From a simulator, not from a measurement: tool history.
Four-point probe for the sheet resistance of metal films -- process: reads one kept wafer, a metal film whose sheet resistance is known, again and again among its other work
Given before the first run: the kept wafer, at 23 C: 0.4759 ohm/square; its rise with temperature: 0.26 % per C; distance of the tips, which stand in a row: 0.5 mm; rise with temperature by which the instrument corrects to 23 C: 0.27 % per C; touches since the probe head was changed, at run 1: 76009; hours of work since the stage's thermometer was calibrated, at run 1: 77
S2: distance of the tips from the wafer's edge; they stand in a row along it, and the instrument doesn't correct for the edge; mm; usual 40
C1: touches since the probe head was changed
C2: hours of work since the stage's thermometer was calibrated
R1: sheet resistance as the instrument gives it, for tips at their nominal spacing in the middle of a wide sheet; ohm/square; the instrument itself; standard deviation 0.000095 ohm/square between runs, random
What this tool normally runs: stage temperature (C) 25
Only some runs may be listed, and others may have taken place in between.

Run 1, hour 0: usual settings; C1 76009; C2 77. Result: R1 0.47911 ohm/square.
Run 2, hour 9.8: usual settings; C1 76390; C2 82. Result: R1 0.478998 ohm/square.
Run 3, hour 18.7: usual settings; C1 76737; C2 87. Result: R1 0.478933 ohm/square.
Run 4, hour 26.2: usual settings but stage temperature (C) 19; C1 77028; C2 91. Result: R1 0.47953 ohm/square.
Run 5, hour 36.7: usual settings but stage temperature (C) 27; C1 77438; C2 96. Result: R1 0.478834 ohm/square.
Run 6, hour 47.3: usual settings but S2 25 mm; C1 77848; C2 101. Result: R1 0.479074 ohm/square.
Run 7, hour 54.7: usual settings but S2 25 mm; C1 78137; C2 105. Result: R1 0.479188 ohm/square.
Run 8, hour 63.9: usual settings but S2 25 mm; C1 78495; C2 110. Result: R1 0.479205 ohm/square.
Run 9, hour 77.3: usual settings but stage temperature (C) 27; C1 79015; C2 117. Result: R1 0.479013 ohm/square.
Run 10, hour 90.6: usual settings but stage temperature (C) 34; C1 79533; C2 124. Result: R1 0.478486 ohm/square.
Run 11, hour 106.1: usual settings but stage temperature (C) 34; C1 80135; C2 132. Result: R1 0.478674 ohm/square.
Run 12, hour 115.4: usual settings but stage temperature (C) 24; C1 80498; C2 136. Result: R1 0.479256 ohm/square.
Run 13, hour 129.7: usual settings but stage temperature (C) 24; C1 81052; C2 144. Result: R1 0.479075 ohm/square.
Run 14, hour 140.5: usual settings but stage temperature (C) 24, S2 33 mm; C1 81473; C2 149. Result: R1 0.479341 ohm/square.
Run 15, hour 155.8: usual settings but stage temperature (C) 24, S2 33 mm; C1 82070; C2 157. Result: R1 0.479303 ohm/square.
Run 16, hour 171.9: usual settings but stage temperature (C) 24, S2 33 mm; C1 82693; C2 165. Result: R1 0.479144 ohm/square.
Run 17, hour 180.6: usual settings but stage temperature (C) 29; C1 83034; C2 170. Result: R1 0.479044 ohm/square.
Run 18, hour 188.9: usual settings but stage temperature (C) 24; C1 83355; C2 174. Result: R1 0.4792 ohm/square.
Run 19, hour 196.1: usual settings but stage temperature (C) 24; C1 83635; C2 178. Result: R1 0.479328 ohm/square.
Run 20, hour 210.9: usual settings but stage temperature (C) 18, S2 8 mm; C1 84212; C2 185. Result: R1 0.480738 ohm/square.
Run 21, hour 227.8: usual settings but stage temperature (C) 23, S2 3 mm; C1 84868; C2 194. Result: R1 0.486455 ohm/square.
Run 22, hour 244.5: usual settings but stage temperature (C) 29, S2 34 mm; C1 85517; C2 203. Result: R1 0.47884 ohm/square.
Run 23, hour 254.6: usual settings but stage temperature (C) 29, S2 34 mm; C1 85912; C2 208. Result: R1 0.478761 ohm/square.
Run 24, hour 263.6: usual settings but stage temperature (C) 23; C1 86262; C2 212. Result: R1 0.479383 ohm/square.
Run 25, hour 275.1: usual settings but stage temperature (C) 23; C1 86710; C2 218. Result: R1 0.479416 ohm/square.
Run 26, hour 285.9: usual settings but stage temperature (C) 29, S2 49 mm; C1 87129; C2 224. Result: R1 0.479159 ohm/square.
Run 27, hour 301: usual settings but stage temperature (C) 29, S2 49 mm; C1 87717; C2 232. Result: R1 0.479015 ohm/square.
Run 28, hour 314.5: usual settings but stage temperature (C) 29, S2 49 mm; C1 88238; C2 239. Result: R1 0.478945 ohm/square.
Run 29, hour 329.3: usual settings but stage temperature (C) 32, S2 10 mm; C1 88815; C2 246. Result: R1 0.479338 ohm/square.
Run 30, hour 343.7: usual settings but stage temperature (C) 26, S2 17 mm; C1 89375; C2 254. Result: R1 0.479599 ohm/square.
Run 31, hour 358.2: usual settings but stage temperature (C) 31, S2 18 mm; C1 89941; C2 261. Result: R1 0.478864 ohm/square.
Run 32, hour 373.2: usual settings but stage temperature (C) 31, S2 7 mm; C1 90524; C2 269. Result: R1 0.480235 ohm/square.
Run 33, hour 386.1: usual settings but stage temperature (C) 31, S2 7 mm; C1 91027; C2 275. Result: R1 0.480037 ohm/square.
Run 34, hour 393.7: usual settings but stage temperature (C) 31, S2 7 mm; C1 91322; C2 279. Result: R1 0.480389 ohm/square.
Run 35, hour 408.2: usual settings but stage temperature (C) 20, S2 14 mm; C1 91885; C2 287. Result: R1 0.480257 ohm/square.
Run 36, hour 423.8: usual settings but S2 9 mm; C1 92492; C2 295. Result: R1 0.480293 ohm/square.
Run 37, hour 440.5: usual settings but stage temperature (C) 19, S2 62 mm; C1 93139; C2 303. Result: R1 0.47997 ohm/square.

Some steps in R1 between neighbouring runs. How much of each would the tool show without its hidden state too (settings, what came in, random variation), and how much is left for the hidden state, with any gauge scatter that isn't in both results?
What the log doesn't record here: inner tips' distance over the nominal, %; tips' flats over new ones', %; wafer's true temperature over the reading, C; drift of the gauge itself on sheet_ohm, %.
Run 19 -> 20: stage temperature (C) 24 -> 18, S2 40 -> 8. R1 +0.00141 ohm/square: hidden state +0.000027, all else +0.001383.
Run 20 -> 21: stage temperature (C) 18 -> 23, S2 8 -> 3. R1 +0.005717 ohm/square: hidden state +0.000055, all else +0.005662.
Run 21 -> 22: stage temperature (C) 23 -> 29, S2 3 -> 34. R1 -0.007615 ohm/square: hidden state -0.000033, all else -0.007582.
